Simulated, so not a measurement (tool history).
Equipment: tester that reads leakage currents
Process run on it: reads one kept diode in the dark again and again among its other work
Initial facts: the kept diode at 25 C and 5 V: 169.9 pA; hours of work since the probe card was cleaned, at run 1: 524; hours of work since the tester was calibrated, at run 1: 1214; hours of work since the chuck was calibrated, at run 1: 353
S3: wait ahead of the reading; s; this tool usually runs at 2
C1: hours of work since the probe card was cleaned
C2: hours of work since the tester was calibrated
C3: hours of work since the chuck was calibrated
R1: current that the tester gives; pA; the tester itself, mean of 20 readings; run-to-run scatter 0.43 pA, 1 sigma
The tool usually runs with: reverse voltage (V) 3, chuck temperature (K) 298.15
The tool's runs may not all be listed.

{"run": 1, "day": 0.0, "reverse voltage (V)": 3, "chuck temperature (K)": 298.15, "S3": 2, "C1": 524, "C2": 1214, "C3": 353, "R1": 155.69}
{"run": 2, "day": 3.767, "reverse voltage (V)": 3, "chuck temperature (K)": 297.15, "S3": 2, "C1": 568, "C2": 1258, "C3": 398, "R1": 144.63}
{"run": 3, "day": 7.612, "reverse voltage (V)": 3, "chuck temperature (K)": 297.15, "S3": 2, "C1": 614, "C2": 1304, "C3": 443, "R1": 145.72}
{"run": 4, "day": 11.496, "reverse voltage (V)": 3, "chuck temperature (K)": 297.15, "S3": 2, "C1": 659, "C2": 1349, "C3": 489, "R1": 148.65}
{"run": 5, "day": 14.446, "reverse voltage (V)": 3, "chuck temperature (K)": 298.15, "S3": 0.37, "C1": 694, "C2": 1384, "C3": 523, "R1": 164.28}
{"run": 6, "day": 19.7, "reverse voltage (V)": 3, "chuck temperature (K)": 298.15, "S3": 0.37, "C1": 756, "C2": 1446, "C3": 585, "R1": 166.78}
{"run": 7, "day": 22.792, "reverse voltage (V)": 3, "chuck temperature (K)": 298.15, "S3": 0.37, "C1": 792, "C2": 1482, "C3": 622, "R1": 168.78}
{"run": 8, "day": 27.425, "reverse voltage (V)": 2.09, "chuck temperature (K)": 298.15, "S3": 2, "C1": 847, "C2": 1537, "C3": 676, "R1": 149.58}
{"day": 29.162, "done": "chuck's temperature calibrated"}
{"run": 9, "day": 30.317, "reverse voltage (V)": 2.09, "chuck temperature (K)": 298.15, "S3": 2, "C1": 880, "C2": 1570, "C3": 14, "R1": 126.78}
{"run": 10, "day": 33.221, "reverse voltage (V)": 3, "chuck temperature (K)": 298.15, "S3": 2, "C1": 914, "C2": 1604, "C3": 48, "R1": 145.94}
{"run": 11, "day": 37.196, "reverse voltage (V)": 3, "chuck temperature (K)": 298.15, "S3": 2, "C1": 961, "C2": 1651, "C3": 95, "R1": 148.14}
{"run": 12, "day": 42.375, "reverse voltage (V)": 3, "chuck temperature (K)": 298.15, "S3": 2, "C1": 1022, "C2": 1712, "C3": 156, "R1": 150.23}
{"run": 13, "day": 45.562, "reverse voltage (V)": 1.57, "chuck temperature (K)": 298.15, "S3": 2, "C1": 1059, "C2": 1749, "C3": 193, "R1": 120.32}
{"run": 14, "day": 51.171, "reverse voltage (V)": 1.57, "chuck temperature (K)": 298.15, "S3": 2, "C1": 1125, "C2": 1815, "C3": 259, "R1": 122.81}
{"run": 15, "day": 54.05, "reverse voltage (V)": 3, "chuck temperature (K)": 298.15, "S3": 2, "C1": 1159, "C2": 1849, "C3": 293, "R1": 156.54}
{"run": 16, "day": 57.788, "reverse voltage (V)": 3, "chuck temperature (K)": 298.15, "S3": 2, "C1": 1203, "C2": 1893, "C3": 337, "R1": 157.91}
{"run": 17, "day": 61.846, "reverse voltage (V)": 3, "chuck temperature (K)": 298.15, "S3": 2, "C1": 1251, "C2": 1941, "C3": 385, "R1": 159.55}
{"run": 18, "day": 64.379, "reverse voltage (V)": 3, "chuck temperature (K)": 309.15, "S3": 2, "C1": 1281, "C2": 1971, "C3": 415, "R1": 403.4}
{"run": 19, "day": 69.821, "reverse voltage (V)": 3, "chuck temperature (K)": 309.15, "S3": 2, "C1": 1345, "C2": 2035, "C3": 479, "R1": 410.68}
{"run": 20, "day": 73.438, "reverse voltage (V)": 3, "chuck temperature (K)": 309.15, "S3": 2, "C1": 1387, "C2": 2077, "C3": 521, "R1": 415.64}
{"run": 21, "day": 75.917, "reverse voltage (V)": 1.1, "chuck temperature (K)": 309.15, "S3": 6.48, "C1": 1417, "C2": 2107, "C3": 550, "R1": 295.46}
{"run": 22, "day": 79.6, "reverse voltage (V)": 4.64, "chuck temperature (K)": 298.15, "S3": 0.69, "C1": 1460, "C2": 2150, "C3": 594, "R1": 199.56}
{"run": 23, "day": 82.454, "reverse voltage (V)": 4.64, "chuck temperature (K)": 298.15, "S3": 0.69, "C1": 1493, "C2": 2184, "C3": 627, "R1": 202.14}
{"run": 24, "day": 86.962, "reverse voltage (V)": 5.93, "chuck temperature (K)": 298.15, "S3": 2, "C1": 1547, "C2": 2237, "C3": 680, "R1": 221.86}
{"day": 87.879, "done": "chuck's temperature calibrated"}
{"run": 25, "day": 89.967, "reverse voltage (V)": 5.93, "chuck temperature (K)": 298.15, "S3": 2, "C1": 1581, "C2": 2271, "C3": 25, "R1": 186.19}
{"run": 26, "day": 93.046, "reverse voltage (V)": 5.93, "chuck temperature (K)": 298.15, "S3": 2, "C1": 1617, "C2": 2307, "C3": 61, "R1": 187.27}
{"day": 93.538, "done": "tester calibrated"}
{"run": 27, "day": 95.592, "reverse voltage (V)": 5.93, "chuck temperature (K)": 316.15, "S3": 1.01, "C1": 1646, "C2": 24, "C3": 90, "R1": 822.06}
{"run": 28, "day": 101.483, "reverse voltage (V)": 5.93, "chuck temperature (K)": 316.15, "S3": 1.01, "C1": 1716, "C2": 94, "C3": 159, "R1": 832.97}
{"run": 29, "day": 105.05, "reverse voltage (V)": 3, "chuck temperature (K)": 321.15, "S3": 0.93, "C1": 1757, "C2": 136, "C3": 201, "R1": 971.39}
{"run": 30, "day": 108.796, "reverse voltage (V)": 3, "chuck temperature (K)": 321.15, "S3": 0.93, "C1": 1802, "C2": 180, "C3": 245, "R1": 985.72}
{"run": 31, "day": 113.521, "reverse voltage (V)": 5.94, "chuck temperature (K)": 298.15, "S3": 0.43, "C1": 1857, "C2": 235, "C3": 301, "R1": 202.33}

The next listed run, before its measurement:
{"day": 115.362, "done": "tester calibrated, once more"}
{"run": 32, "day": 117.021, "reverse voltage (V)": 3, "chuck temperature (K)": 302.15, "S3": 0.87, "C1": 1897, "C2": 20, "C3": 341, "R1": "?"}

{"run 32": {"R1": 223.39}}
Had the tool carried no hidden state, the very same run would have given R1 201.46 pA.
